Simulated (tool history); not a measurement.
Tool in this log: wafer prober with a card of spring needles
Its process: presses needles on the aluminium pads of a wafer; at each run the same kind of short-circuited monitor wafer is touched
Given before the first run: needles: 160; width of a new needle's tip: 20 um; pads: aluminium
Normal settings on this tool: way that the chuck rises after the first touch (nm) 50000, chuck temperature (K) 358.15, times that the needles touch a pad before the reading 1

run   hour  way that the chuck rises after the first touch (nm)  chuck temperature (K)  times that the needles touch a pad before the reading  resistance of one needle with its contact and lead (mohm)  way that a needle slides on the pad (nm)
  1    0.0                                                50000                 358.15                                                      1                                                        338                                     12000
       2.2  -- tips cleaned on abrasive film
      12.7  -- tips cleaned on abrasive film
      21.1  -- tips cleaned on abrasive film
  2   24.7                                                50000                 358.15                                                      1                                                        284                                     11910
      31.1  -- tips cleaned on abrasive film
      39.5  -- tips cleaned on abrasive film
      47.9  -- tips cleaned on abrasive film
  3   55.6                                                50000                 358.15                                                      1                                                        347                                     11850
      57.8  -- tips cleaned on abrasive film
      66.2  -- tips cleaned on abrasive film
      74.7  -- tips cleaned on abrasive film
      75.0  -- height of the first contact set anew
      83.4  -- tips cleaned on abrasive film
      93.9  -- tips cleaned on abrasive film
     104.4  -- tips cleaned on abrasive film
  4  105.0                                                50000                 358.15                                                      1                                                        180                                     11510
     113.4  -- tips cleaned on abrasive film
     121.8  -- tips cleaned on abrasive film
     130.3  -- tips cleaned on abrasive film
     138.7  -- tips cleaned on abrasive film
     149.2  -- tips cleaned on abrasive film
  5  155.9                                                50000                 358.15                                                      1                                                        364                                     11430
     158.1  -- tips cleaned on abrasive film
     166.5  -- tips cleaned on abrasive film
     174.9  -- tips cleaned on abrasive film
     185.4  -- tips cleaned on abrasive film
     193.9  -- tips cleaned on abrasive film
     198.3  -- height of the first contact set anew
     202.6  -- tips cleaned on abrasive film
  6  202.7                                                50000                 358.15                                                      1                                                        155                                     12090
     211.1  -- tips cleaned on abrasive film
     219.6  -- tips cleaned on abrasive film
     228.0  -- tips cleaned on abrasive film
     236.4  -- tips cleaned on abrasive film
     246.0  -- tips cleaned on abrasive film
  7  246.0                                                50000                 358.15                                                      1                                                        150                                     11990
     256.5  -- tips cleaned on abrasive film
     267.0  -- tips cleaned on abrasive film
     277.5  -- tips cleaned on abrasive film
  8  283.2                                                50000                 358.15                                                      1                                                        340                                     11970
     287.5  -- tips cleaned on abrasive film
     295.9  -- tips cleaned on abrasive film
     306.4  -- tips cleaned on abrasive film
  9  310.8                                                50000                 358.15                                                      1                                                        303                                     11860
     315.1  -- tips cleaned on abrasive film
     321.6  -- height of the first contact set anew
     323.8  -- tips cleaned on abrasive film
     332.2  -- tips cleaned on abrasive film
 10  340.2                                                50000                 358.15                                                      1                                                        348                                     11990
     342.4  -- tips cleaned on abrasive film
     350.8  -- tips cleaned on abrasive film
     359.3  -- tips cleaned on abrasive film
 11  362.7                                                50000                 358.15                                                      1                                                        281                                     11970
     369.1  -- tips cleaned on abrasive film
     377.7  -- height of the first contact set anew, once more
     377.8  -- tips cleaned on abrasive film
     386.2  -- tips cleaned on abrasive film
     394.7  -- tips cleaned on abrasive film
     405.2  -- tips cleaned on abrasive film
 12  413.2                                                50000                 358.15                                                      1                                                        357                                     11960
     415.4  -- tips cleaned on abrasive film
     423.8  -- tips cleaned on abrasive film
     432.3  -- tips cleaned on abrasive film
     440.7  -- tips cleaned on abrasive film
     449.1  -- tips cleaned on abrasive film
     457.5  -- tips cleaned on abrasive film
 13  465.3                                                50000                 310.15                                                      2                                                        282                                     11890
     467.5  -- tips cleaned on abrasive film
     478.0  -- tips cleaned on abrasive film
     488.5  -- tips cleaned on abrasive film
     499.0  -- tips cleaned on abrasive film
     501.4  -- height of the first contact set anew
 14  507.0                                                50000                 310.15                                                      2                                                        269                                     12140
     509.1  -- tips cleaned on abrasive film
     517.6  -- tips cleaned on abrasive film
     526.0  -- tips cleaned on abrasive film
     534.4  -- tips cleaned on abrasive film
     542.8  -- tips cleaned on abrasive film
 15  547.1                                                47000                 334.15                                                      1                                                        365                                     11260
     551.3  -- tips cleaned on abrasive film
     559.7  -- tips cleaned on abrasive film
     568.2  -- tips cleaned on abrasive film
     576.6  -- tips cleaned on abrasive film
     585.0  -- tips cleaned on abrasive film
     595.4  -- tips cleaned on abrasive film
 16  595.4                                                41000                 333.15                                                      1                                                        160                                      9740
     605.9  -- tips cleaned on abrasive film
     616.4  -- tips cleaned on abrasive film
 17  619.3                                                55000                 311.15                                                      2                                                        207                                     13100
     625.6  -- tips cleaned on abrasive film
     625.9  -- height of the first contact set anew
     636.4  -- tips cleaned on abrasive film
     644.9  -- tips cleaned on abrasive film
 18  649.9                                                55000                 311.15                                                      2                                                        233                                     13270
     654.1  -- tips cleaned on abrasive film
     664.7  -- tips cleaned on abrasive film
     673.1  -- tips cleaned on abrasive film
     681.5  -- tips cleaned on abrasive film
 19  688.4                                                64000                 327.15                                                      2                                                        214                                     15290
     690.6  -- tips cleaned on abrasive film
     699.1  -- tips cleaned on abrasive film
     707.5  -- tips cleaned on abrasive film
     715.9  -- tips cleaned on abrasive film
     724.3  -- tips cleaned on abrasive film
     734.8  -- tips cleaned on abrasive film
 20  736.9                                                49000                 397.15                                                      2                                                        221                                     11600
     743.3  -- tips cleaned on abrasive film
     749.8  -- height of the first contact set anew
     752.0  -- tips cleaned on abrasive film
     760.4  -- tips cleaned on abrasive film
     768.8  -- tips cleaned on abrasive film
     779.4  -- tips cleaned on abrasive film
 21  787.1                                                34000                 358.15                                                      2                                                        473                                      8080
     789.2  -- tips cleaned on abrasive film
     797.7  -- tips cleaned on abrasive film
     806.1  -- tips cleaned on abrasive film
     814.5  -- tips cleaned on abrasive film
     822.9  -- tips cleaned on abrasive film
 22  827.5                                                62000                 358.15                                                      3                                                        176                                     14770
     831.7  -- tips cleaned on abrasive film
     840.1  -- tips cleaned on abrasive film
     848.6  -- tips cleaned on abrasive film
 23  856.4                                                62000                 358.15                                                      3                                                        186                                     14830
     858.6  -- tips cleaned on abrasive film
     867.0  -- tips cleaned on abrasive film
     873.6  -- height of the first contact set anew
     875.7  -- tips cleaned on abrasive film
     884.2  -- tips cleaned on abrasive film
     892.6  -- tips cleaned on abrasive film
     903.1  -- tips cleaned on abrasive film
 24  908.9                                                38000                 306.15                                                      1                                                        551                                      9040

Branching from run 24: 3 alternative next runs. What would each branch give?
     913.2  -- tips cleaned on abrasive film
     921.6  -- tips cleaned on abrasive film
     930.0  -- tips cleaned on abrasive film
     940.5  -- tips cleaned on abrasive film
     951.1  -- tips cleaned on abrasive film
  A  958.1                                                40000                 306.15                                                      3                                                          ?                                         ?
     913.2  -- tips cleaned on abrasive film
     921.6  -- tips cleaned on abrasive film
     930.0  -- tips cleaned on abrasive film
     940.5  -- tips cleaned on abrasive film
     951.1  -- tips cleaned on abrasive film
  B  958.1                                                62000                 366.15                                                      1                                                          ?                                         ?
     913.2  -- tips cleaned on abrasive film
     921.6  -- tips cleaned on abrasive film
     930.0  -- tips cleaned on abrasive film
     940.5  -- tips cleaned on abrasive film
     951.1  -- tips cleaned on abrasive film
  C  958.1                                                50000                 358.15                                                      2                                                          ?                                         ?

run  resistance of one needle with its contact and lead (mohm)  way that a needle slides on the pad (nm)
  A                                                        293                                      9410
  B                                                        304                                     14790
  C                                                        292                                     11890
Stripped of hidden state, with their random variation kept, the same runs would have yielded:
run  resistance of one needle with its contact and lead (mohm)  way that a needle slides on the pad (nm)
  A                                                        117                                      9660
  B                                                        119                                     15040
  C                                                        120                                     12140
